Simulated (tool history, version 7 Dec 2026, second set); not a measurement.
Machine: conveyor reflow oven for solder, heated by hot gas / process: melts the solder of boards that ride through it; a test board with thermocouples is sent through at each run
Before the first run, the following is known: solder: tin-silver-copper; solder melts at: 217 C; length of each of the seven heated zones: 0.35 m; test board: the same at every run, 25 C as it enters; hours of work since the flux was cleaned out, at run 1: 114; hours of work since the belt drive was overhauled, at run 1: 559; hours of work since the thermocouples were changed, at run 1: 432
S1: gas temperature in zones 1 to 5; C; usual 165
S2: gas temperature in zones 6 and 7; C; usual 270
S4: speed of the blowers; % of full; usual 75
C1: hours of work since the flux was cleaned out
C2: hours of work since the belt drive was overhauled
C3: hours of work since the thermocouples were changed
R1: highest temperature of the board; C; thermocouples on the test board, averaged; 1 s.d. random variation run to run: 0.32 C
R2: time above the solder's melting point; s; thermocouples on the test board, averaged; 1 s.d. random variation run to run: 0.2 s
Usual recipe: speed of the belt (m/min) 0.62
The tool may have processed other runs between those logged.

{"run": 1, "day": 0.0, "S1": 165, "S2": 270, "speed of the belt (m/min)": 0.62, "S4": 75, "C1": 114, "C2": 559, "C3": 432, "R1": 256.9, "R2": 52.4}
{"run": 2, "day": 0.746, "S1": 165, "S2": 270, "speed of the belt (m/min)": 0.62, "S4": 75, "C1": 127, "C2": 572, "C3": 446, "R1": 256.6, "R2": 52.5}
{"run": 3, "day": 1.867, "S1": 165, "S2": 270, "speed of the belt (m/min)": 0.62, "S4": 75, "C1": 147, "C2": 592, "C3": 466, "R1": 256.2, "R2": 52.5}
{"run": 4, "day": 2.596, "S1": 165, "S2": 270, "speed of the belt (m/min)": 0.62, "S4": 75, "C1": 160, "C2": 605, "C3": 479, "R1": 256.2, "R2": 52.6}
{"run": 5, "day": 3.621, "S1": 165, "S2": 270, "speed of the belt (m/min)": 0.605, "S4": 75, "C1": 179, "C2": 624, "C3": 497, "R1": 256.5, "R2": 53.9}
{"run": 6, "day": 4.596, "S1": 165, "S2": 270, "speed of the belt (m/min)": 0.648, "S4": 75, "C1": 196, "C2": 641, "C3": 515, "R1": 254.4, "R2": 48.9}
{"run": 7, "day": 5.808, "S1": 165, "S2": 270, "speed of the belt (m/min)": 0.719, "S4": 75, "C1": 218, "C2": 663, "C3": 536, "R1": 250.9, "R2": 41}
{"day": 6.071, "done": "flux residue cleaned out of gas plates and filters"}
{"run": 8, "day": 6.617, "S1": 165, "S2": 270, "speed of the belt (m/min)": 0.719, "S4": 75, "C1": 10, "C2": 673, "C3": 547, "R1": 249.6, "R2": 40.4}
{"run": 9, "day": 7.529, "S1": 160, "S2": 278, "speed of the belt (m/min)": 0.719, "S4": 75, "C1": 26, "C2": 690, "C3": 563, "R1": 255.9, "R2": 42.6}
{"run": 10, "day": 8.783, "S1": 160, "S2": 278, "speed of the belt (m/min)": 0.719, "S4": 75, "C1": 48, "C2": 712, "C3": 586, "R1": 255.8, "R2": 42.6}
{"run": 11, "day": 9.646, "S1": 165, "S2": 271, "speed of the belt (m/min)": 0.62, "S4": 80, "C1": 64, "C2": 728, "C3": 601, "R1": 256.2, "R2": 52.1}

Branching from run 11: 5 alternative next runs. What would each branch give?
{"run": "A", "day": 10.446, "S1": 165, "S2": 270, "speed of the belt (m/min)": 0.537, "S4": 75, "C1": 78, "C2": 742, "C3": 615, "R1": "?", "R2": "?"}
{"run": "B", "day": 10.446, "S1": 165, "S2": 276, "speed of the belt (m/min)": 0.62, "S4": 68, "C1": 78, "C2": 742, "C3": 615, "R1": "?", "R2": "?"}
{"run": "C", "day": 10.446, "S1": 168, "S2": 280, "speed of the belt (m/min)": 0.62, "S4": 80, "C1": 78, "C2": 742, "C3": 615, "R1": "?", "R2": "?"}
{"run": "D", "day": 10.446, "S1": 165, "S2": 271, "speed of the belt (m/min)": 0.62, "S4": 71, "C1": 78, "C2": 742, "C3": 615, "R1": "?", "R2": "?"}
{"run": "E", "day": 10.446, "S1": 165, "S2": 271, "speed of the belt (m/min)": 0.62, "S4": 70, "C1": 78, "C2": 742, "C3": 615, "R1": "?", "R2": "?"}

run=A R1=258.3 R2=63
run=B R1=258.5 R2=53.1
run=C R1=264.8 R2=57.6
run=D R1=254.4 R2=50.7
run=E R1=254 R2=50.7
Take away the tool's hidden state, keep each run's random variation, and the runs would have read:
run=A R1=261.6 R2=64.2
run=B R1=262.1 R2=54.4
run=C R1=268.7 R2=58.4
run=D R1=258.1 R2=52.3
run=E R1=257.6 R2=52.3

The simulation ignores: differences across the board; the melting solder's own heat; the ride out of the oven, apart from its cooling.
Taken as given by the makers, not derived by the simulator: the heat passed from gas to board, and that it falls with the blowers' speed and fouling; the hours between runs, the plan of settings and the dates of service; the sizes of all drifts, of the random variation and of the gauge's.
